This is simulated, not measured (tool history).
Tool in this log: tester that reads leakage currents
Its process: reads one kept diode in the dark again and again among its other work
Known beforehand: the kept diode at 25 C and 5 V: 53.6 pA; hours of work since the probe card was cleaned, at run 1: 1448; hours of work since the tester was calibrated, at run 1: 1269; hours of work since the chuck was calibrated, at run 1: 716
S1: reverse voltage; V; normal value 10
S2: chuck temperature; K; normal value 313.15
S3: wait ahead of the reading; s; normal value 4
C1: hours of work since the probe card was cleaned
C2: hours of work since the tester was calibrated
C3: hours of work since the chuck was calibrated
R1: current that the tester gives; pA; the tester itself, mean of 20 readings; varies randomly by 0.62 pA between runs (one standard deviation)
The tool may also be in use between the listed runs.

| run | day | S1 | S2 | S3 | C1 | C2 | C3 | R1 |
|---|---|---|---|---|---|---|---|---|
| 1 | 0 | 10 | 313.15 | 4 | 1448 | 1269 | 716 | 230.09 |
| 2 | 7.654 | 10 | 313.15 | 4 | 1543 | 1364 | 810 | 233.52 |
| 3 | 12.217 | 10 | 313.15 | 8.2 | 1599 | 1420 | 866 | 232.57 |
|  | 17.404 | chuck's temperature calibrated |
| 4 | 18.708 | 10 | 313.15 | 8.2 | 1678 | 1499 | 16 | 219.38 |
| 5 | 26.117 | 10 | 313.15 | 8.2 | 1769 | 1590 | 107 | 220.94 |
| 6 | 31.354 | 10 | 313.15 | 8.2 | 1833 | 1654 | 172 | 222.65 |
| 7 | 38.554 | 10 | 313.15 | 8.2 | 1922 | 1743 | 260 | 224.79 |
| 8 | 44.033 | 10 | 313.15 | 8.2 | 1989 | 1811 | 328 | 226.41 |
|  | 44.721 | probe card cleaned and baked |
| 9 | 49.479 | 10 | 313.15 | 8.2 | 59 | 1876 | 393 | 207.16 |
| 10 | 57.183 | 1 | 313.15 | 4 | 153 | 1971 | 488 | 82.72 |
| 11 | 62.412 | 1 | 313.15 | 4 | 218 | 2035 | 553 | 82.78 |
| 12 | 69.062 | 1 | 313.15 | 4 | 300 | 2117 | 634 | 83.15 |
|  | 69.696 | tester calibrated |
| 13 | 72.858 | 1 | 313.15 | 4 | 345 | 39 | 680 | 83.06 |
| 14 | 79.308 | 1 | 313.15 | 4 | 425 | 118 | 759 | 83.04 |
| 15 | 83.696 | 1 | 313.15 | 4 | 479 | 172 | 814 | 83.6 |
| 16 | 90.058 | 1 | 313.15 | 4 | 557 | 251 | 892 | 84.12 |
|  | 93.479 | chuck's temperature calibrated |
| 17 | 95.612 | 1 | 313.15 | 4 | 624 | 318 | 26 | 79.97 |
| 18 | 102.446 | 10 | 313.15 | 4 | 709 | 402 | 110 | 210.34 |
| 19 | 106.379 | 11.9 | 313.15 | 4 | 757 | 451 | 159 | 226.67 |
| 20 | 113.512 | 1.5 | 313.15 | 0.53 | 845 | 538 | 247 | 96.26 |
|  | 116.033 | tester calibrated, once more |
| 21 | 120.088 | 13 | 300.15 | 4 | 925 | 50 | 327 | 107.35 |
| 22 | 124.492 | 1.2 | 305.15 | 0.44 | 979 | 104 | 381 | 52.84 |
| 23 | 132.45 | 2.5 | 315.15 | 1.37 | 1077 | 202 | 479 | 140.37 |
| 24 | 140.588 | 3.8 | 316.15 | 1.01 | 1177 | 302 | 579 | 180.34 |
| 25 | 145.029 | 8.2 | 305.15 | 0.64 | 1232 | 357 | 634 | 126.08 |
| 26 | 149.304 | 8.2 | 322.15 | 0.7 | 1284 | 410 | 686 | 366.71 |
| 27 | 152.75 | 8.2 | 322.15 | 0.7 | 1327 | 452 | 729 | 366.71 |
| 28 | 160.554 | 8.2 | 322.15 | 0.7 | 1423 | 548 | 825 | 370.39 |
| 29 | 164.058 | 1.1 | 328.15 | 0.7 | 1466 | 591 | 868 | 232.36 |
|  | 168.888 | chuck's temperature calibrated |
| 30 | 171.904 | 1.1 | 328.15 | 0.7 | 1562 | 687 | 37 | 222.96 |
| 31 | 178.158 | 1.6 | 306.15 | 2.02 | 1639 | 764 | 114 | 64.33 |
| 32 | 185.833 | 2.3 | 298.15 | 0.63 | 1733 | 858 | 209 | 45.41 |
| 33 | 192 | 2.3 | 332.15 | 0.81 | 1809 | 934 | 285 | 389.82 |
| 34 | 198.083 | 1.2 | 306.15 | 6.09 | 1884 | 1009 | 359 | 58.11 |
| 35 | 201.817 | 1.2 | 306.15 | 6.09 | 1930 | 1055 | 405 | 58.51 |
|  | 207.458 | probe card cleaned and baked |
| 36 | 207.862 | 7.5 | 330.15 | 1.76 | 5 | 1128 | 478 | 555.5 |
| 37 | 215.158 | 1.5 | 298.15 | 1.76 | 95 | 1218 | 568 | 34.89 |
| 38 | 222.925 | 8 | 328.15 | 4 | 190 | 1313 | 664 | 514.02 |

Describe how what the log doesn't record of the tool's condition differs between the last listed run preceding each entry between runs and the first listed run following it.
Run 3 -> run 4: chuck's temperature calibrated (day 17.404)
  stray current of the dirty probe card, pA a volt: 1.801 -> 1.893; current scale over the true one, %: -0.48 -> -0.52; true chuck temperature over the reading, C: 0.87 -> -0.22
  measured result minus the result with no hidden state, R1: +28.89 -> +14.65 pA
Run 8 -> run 9: probe card cleaned and baked (day 44.721)
  stray current of the dirty probe card, pA a volt: 2.243 -> 0.098; current scale over the true one, %: -0.67 -> -0.7; true chuck temperature over the reading, C: 0.11 -> 0.19
  measured result minus the result with no hidden state, R1: +22.21 -> +1.89 pA
Run 12 -> run 13: tester calibrated (day 69.696)
  stray current of the dirty probe card, pA a volt: 0.374 -> 0.433; current scale over the true one, %: -0.82 -> -1.4; true chuck temperature over the reading, C: 0.44 -> 0.49
  measured result minus the result with no hidden state, R1: +2.11 -> +1.94 pA
Run 16 -> run 17: chuck's temperature calibrated (day 93.479)
  stray current of the dirty probe card, pA a volt: 0.687 -> 0.758; current scale over the true one, %: -1.49 -> -1.52; true chuck temperature over the reading, C: 0.71 -> -0.08
  measured result minus the result with no hidden state, R1: +3.3 -> -0.94 pA
Run 20 -> run 21: tester calibrated, once more (day 116.033)
  stray current of the dirty probe card, pA a volt: 1.016 -> 1.114; current scale over the true one, %: -1.63 -> -0.12; true chuck temperature over the reading, C: 0.15 -> 0.24
  measured result minus the result with no hidden state, R1: +0.87 -> +15.64 pA
Run 29 -> run 30: chuck's temperature calibrated (day 168.888)
  stray current of the dirty probe card, pA a volt: 1.73 -> 1.842; current scale over the true one, %: -0.38 -> -0.42; true chuck temperature over the reading, C: 0.77 -> 0.17
  measured result minus the result with no hidden state, R1: +11.63 -> +3.32 pA
Run 35 -> run 36: probe card cleaned and baked (day 207.458)
  stray current of the dirty probe card, pA a volt: 2.265 -> 0.026; current scale over the true one, %: -0.6 -> -0.63; true chuck temperature over the reading, C: 0.56 -> 0.65
  measured result minus the result with no hidden state, R1: +4.51 -> +17.93 pA
